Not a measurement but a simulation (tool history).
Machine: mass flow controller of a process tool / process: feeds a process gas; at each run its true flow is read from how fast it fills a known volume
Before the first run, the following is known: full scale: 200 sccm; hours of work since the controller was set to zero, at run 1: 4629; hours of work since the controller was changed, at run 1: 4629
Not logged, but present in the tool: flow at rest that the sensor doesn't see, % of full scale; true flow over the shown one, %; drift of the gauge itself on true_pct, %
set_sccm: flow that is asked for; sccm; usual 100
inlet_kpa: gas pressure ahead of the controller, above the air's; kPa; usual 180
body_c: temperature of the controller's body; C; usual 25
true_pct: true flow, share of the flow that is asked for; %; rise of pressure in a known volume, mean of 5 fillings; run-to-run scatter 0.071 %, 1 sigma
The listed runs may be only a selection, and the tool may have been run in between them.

| run | day | set_sccm | inlet_kpa | body_c | hours of work since the controller was set to zero | hours of work since the controller was changed | true_pct |
|---|---|---|---|---|---|---|---|
| 1 | 0 | 100 | 180 | 25 | 4629 | 4629 | 100.19 |
| 2 | 5.638 | 100 | 180 | 25 | 4696 | 4696 | 100.25 |
| 3 | 13.092 | 100 | 180 | 37 | 4785 | 4785 | 101.47 |
| 4 | 20.525 | 100 | 180 | 25 | 4874 | 4874 | 100.2 |
| 5 | 27.012 | 31 | 180 | 25 | 4951 | 4951 | 97.69 |
| 6 | 33.396 | 31 | 180 | 25 | 5028 | 5028 | 97.53 |
| 7 | 42.421 | 100 | 142 | 25 | 5136 | 5136 | 100.56 |
| 8 | 49.104 | 100 | 142 | 25 | 5215 | 5215 | 100.51 |
| 9 | 57.492 | 100 | 142 | 25 | 5316 | 5316 | 100.57 |
|  | 60.642 | controller exchanged for a calibrated one |
| 10 | 66.496 | 100 | 142 | 25 | 70 | 70 | 99.76 |
| 11 | 70.383 | 100 | 142 | 25 | 116 | 116 | 99.52 |
| 12 | 77.575 | 100 | 142 | 25 | 202 | 202 | 99.63 |
| 13 | 86.229 | 100 | 142 | 25 | 306 | 306 | 99.56 |
|  | 86.633 | controller's zero set anew |
| 14 | 94.146 | 100 | 268 | 20 | 90 | 400 | 98.09 |
| 15 | 100.246 | 75 | 241 | 26 | 163 | 473 | 98.87 |
| 16 | 104.688 | 75 | 241 | 26 | 216 | 526 | 98.85 |
| 17 | 113.025 | 42 | 220 | 27 | 315 | 626 | 98.66 |
| 18 | 117.142 | 39 | 257 | 20 | 364 | 675 | 97.61 |

What will run 19 give?
| 19 | 122.892 | 59 | 203 | 25 | 433 | 743 | ? |

{"run 19": {"true_pct": 98.96}}
On a tool with no hidden condition, and with the same random variation, this run would have come out at true_pct 99.37 %.
